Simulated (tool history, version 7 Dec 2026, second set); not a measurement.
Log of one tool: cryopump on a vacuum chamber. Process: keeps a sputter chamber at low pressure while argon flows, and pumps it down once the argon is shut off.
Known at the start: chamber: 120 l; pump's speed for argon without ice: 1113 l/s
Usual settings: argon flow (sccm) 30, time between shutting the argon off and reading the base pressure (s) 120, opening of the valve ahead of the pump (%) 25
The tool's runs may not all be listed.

run,day,argon flow (sccm),time between shutting the argon off and reading the base pressure (s),opening of the valve ahead of the pump (%),pressure while argon flows (Pa),pressure after the wait (uPa)
1,0.000,30,120,25,0.1902,1.39
2,4.017,30,120,31,0.1560,1.49
3,6.217,30,120,31,0.1582,1.51
4,8.729,30,120,31,0.1596,1.62
# day 9.933: pump warmed up, emptied and cooled again
5,12.071,37,120,31,0.1827,1.41
6,15.667,37,120,31,0.1848,1.50
7,19.212,37,120,31,0.1876,1.57
8,22.204,30,120,25,0.1873,1.55
9,24.254,30,120,25,0.1896,1.59
10,26.417,30,111,25,0.1902,1.78
11,30.275,30,120,25,0.1923,1.75
12,32.983,30,120,25,0.1948,1.81
13,36.921,30,120,25,0.1957,1.89
# day 37.717: pump warmed up, emptied and cooled again
14,39.658,30,120,25,0.1846,1.75
15,42.571,30,120,25,0.1840,1.75
16,44.471,30,120,25,0.1855,1.79
17,46.196,30,136,25,0.1864,1.77
18,50.242,21,173,33,0.1016,1.67
19,53.367,29,146,58,0.0832,1.84
20,55.192,53,173,42,0.2064,1.82
# day 57.138: leaking fittings of the chamber tightened, without venting
21,59.058,53,173,42,0.2104,0.90
22,62.725,53,173,42,0.2151,0.94
# day 65.562: pump warmed up, emptied and cooled again
23,66.342,53,173,42,0.1950,0.92
24,70.267,18,120,20,0.1384,1.15
25,73.338,17,152,33,0.0806,1.02
26,76.392,55,74,38,0.2309,1.72
27,79.642,24,96,28,0.1354,1.42
28,81.896,24,96,28,0.1375,1.46
29,85.062,30,55,58,0.0900,2.23
30,87.325,30,55,58,0.0894,2.27

Forecast each of these 3 alternatives for the next run:
A,90.388,30,32,38,?,?
B,90.388,30,55,53,?,?
C,90.388,45,98,58,?,?

run,pressure while argon flows (Pa),pressure after the wait (uPa)
A,0.1337,3.35
B,0.1005,2.31
C,0.1391,1.67
Without the tool's hidden state the same runs would have given:
run,pressure while argon flows (Pa),pressure after the wait (uPa)
A,0.1201,2.83
B,0.0869,1.78
C,0.1185,1.14
